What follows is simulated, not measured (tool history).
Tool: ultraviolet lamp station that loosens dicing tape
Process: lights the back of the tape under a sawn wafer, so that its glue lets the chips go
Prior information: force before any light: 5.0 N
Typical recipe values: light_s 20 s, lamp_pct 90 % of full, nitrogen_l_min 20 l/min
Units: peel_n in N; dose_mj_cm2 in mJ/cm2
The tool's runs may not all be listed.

| run | hour | light_s | lamp_pct | nitrogen_l_min | peel_n | dose_mj_cm2 |
|---|---|---|---|---|---|---|
| 1 | 0.0 | 20 | 90 | 20 | 0.411 | 423 |
| 2 | 53.4 | 12 | 90 | 20 | 1.076 | 243 |
| 3 | 77.2 | 20 | 90 | 9 | 0.715 | 401 |
| 4 | 118.3 | 20 | 90 | 23 | 0.453 | 390 |
| 5 | 153.6 | 20 | 90 | 23 | 0.454 | 378 |
| 6 | 191.9 | 20 | 90 | 23 | 0.486 | 367 |
| 7 | 217.4 | 20 | 90 | 35 | 0.414 | 361 |
| 8 | 244.9 | 20 | 90 | 35 | 0.433 | 362 |
| 9 | 279.9 | 20 | 90 | 35 | 0.436 | 343 |
| 10 | 321.0 | 20 | 80 | 20 | 0.781 | 298 |
| 11 | 372.8 | 20 | 80 | 20 | 0.806 | 289 |
| 12 | 426.8 | 20 | 90 | 20 | 0.737 | 309 |
|  | 430.6 | window cleaned of glue's vapour |
| 13 | 474.6 | 20 | 90 | 20 | 0.847 | 277 |
| 14 | 512.3 | 20 | 75 | 20 | 1.204 | 223 |
| 15 | 543.4 | 20 | 75 | 20 | 1.163 | 217 |
| 16 | 588.9 | 20 | 90 | 20 | 0.982 | 244 |
|  | 615.7 | lamp changed |
| 17 | 638.4 | 20 | 90 | 20 | 0.461 | 399 |
| 18 | 679.2 | 20 | 90 | 22 | 0.474 | 392 |
|  | 729.3 | window cleaned of glue's vapour, once more |
| 19 | 734.9 | 20 | 90 | 22 | 0.296 | 497 |
| 20 | 761.4 | 20 | 90 | 20 | 0.312 | 491 |
| 21 | 816.7 | 20 | 72 | 23 | 0.477 | 379 |
| 22 | 856.7 | 12 | 72 | 23 | 1.160 | 220 |
| 23 | 911.7 | 22 | 80 | 7 | 0.692 | 435 |

Run 24 is up next; what results do you expect?
| 24 | 946.2 | 32 | 67 | 23 | ? | ? |

peel_n: 0.274 N
dose_mj_cm2: 523 mJ/cm2
Had the tool carried no hidden state, the very same run would have given peel_n 0.213 N, dose_mj_cm2 626 mJ/cm2.
